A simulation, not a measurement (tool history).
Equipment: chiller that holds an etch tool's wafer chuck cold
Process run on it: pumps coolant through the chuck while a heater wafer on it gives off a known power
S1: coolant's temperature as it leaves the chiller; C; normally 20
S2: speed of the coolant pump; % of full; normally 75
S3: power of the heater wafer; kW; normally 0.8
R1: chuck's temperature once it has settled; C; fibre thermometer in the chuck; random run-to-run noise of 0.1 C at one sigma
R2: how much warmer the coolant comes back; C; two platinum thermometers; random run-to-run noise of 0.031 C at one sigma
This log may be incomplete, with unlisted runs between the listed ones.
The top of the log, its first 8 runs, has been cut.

Run 9, day 46.329: usual settings but S2 89 % of full, S3 0.659 kW. Result: R1 25.4 C, R2 1.92 C.
Run 10, day 53.329: usual settings but S1 11 C. Result: R1 18.5 C, R2 2.82 C.
Run 11, day 59.092: usual settings but S1 11 C. Result: R1 18.4 C, R2 2.81 C.
At day 61.683: coolant changed, channels flushed.
Run 12, day 64.271: usual settings but S1 11 C, S3 0.892 kW. Result: R1 19 C, R2 3.13 C.
Run 13, day 69.642: usual settings but S1 11 C, S3 0.892 kW. Result: R1 19.1 C, R2 3.16 C.
Run 14, day 74.979: usual settings. Result: R1 27.4 C, R2 2.83 C.
Run 15, day 81.771: usual settings. Result: R1 27.4 C, R2 2.77 C.
Run 16, day 86.533: usual settings but S1 21 C. Result: R1 28.3 C, R2 2.81 C.
Run 17, day 90.779: usual settings but S1 21 C. Result: R1 28.2 C, R2 2.79 C.
Run 18, day 97.171: usual settings but S1 28 C. Result: R1 35.4 C, R2 2.76 C.
Run 19, day 100.467: usual settings but S1 13 C, S2 69 % of full, S3 0.508 kW. Result: R1 17.9 C, R2 1.96 C.
Run 20, day 104.171: usual settings but S1 13 C, S2 69 % of full, S3 0.686 kW. Result: R1 19.7 C, R2 2.65 C.
Run 21, day 111.471: usual settings but S1 13 C, S2 64 % of full, S3 0.421 kW. Result: R1 17.3 C, R2 1.78 C.
Run 22, day 117.671: usual settings but S1 13 C, S2 64 % of full, S3 0.421 kW. Result: R1 17.2 C, R2 1.77 C.
Run 23, day 122.508: usual settings but S1 11 C. Result: R1 18.5 C, R2 2.79 C.
Run 24, day 126.042: usual settings but S1 11 C. Result: R1 18.4 C, R2 2.77 C.
Run 25, day 130: usual settings but S1 11 C, S3 0.402 kW. Result: R1 14.6 C, R2 1.43 C.
Run 26, day 135.262: usual settings but S1 17 C, S3 0.593 kW. Result: R1 22.4 C, R2 2.07 C.
Run 27, day 139.888: usual settings but S1 17 C, S3 0.593 kW. Result: R1 22.4 C, R2 2.1 C.
Run 28, day 143.812: usual settings but S1 29 C, S2 87 % of full, S3 0.581 kW. Result: R1 33.8 C, R2 1.74 C.
Run 29, day 149.125: usual settings but S1 29 C, S2 87 % of full, S3 0.581 kW. Result: R1 33.9 C, R2 1.76 C.
Run 30, day 155.7: usual settings but S1 18 C, S2 99 % of full, S3 0.661 kW. Result: R1 23.1 C, R2 1.64 C.
Run 31, day 162.254: usual settings but S1 18 C, S2 99 % of full, S3 0.661 kW. Result: R1 23.2 C, R2 1.69 C.

Run 32 comes next. What will it give?
Run 32, day 166.704: usual settings but S1 18 C, S2 99 % of full, S3 0.661 kW. Result: R1 ?, R2 ?.

Run 32 produced R1 23.2 C, R2 1.75 C.
Were there no unlogged condition in the tool, this run, its random variation unchanged, would have produced R1 23.2 C, R2 1.75 C.
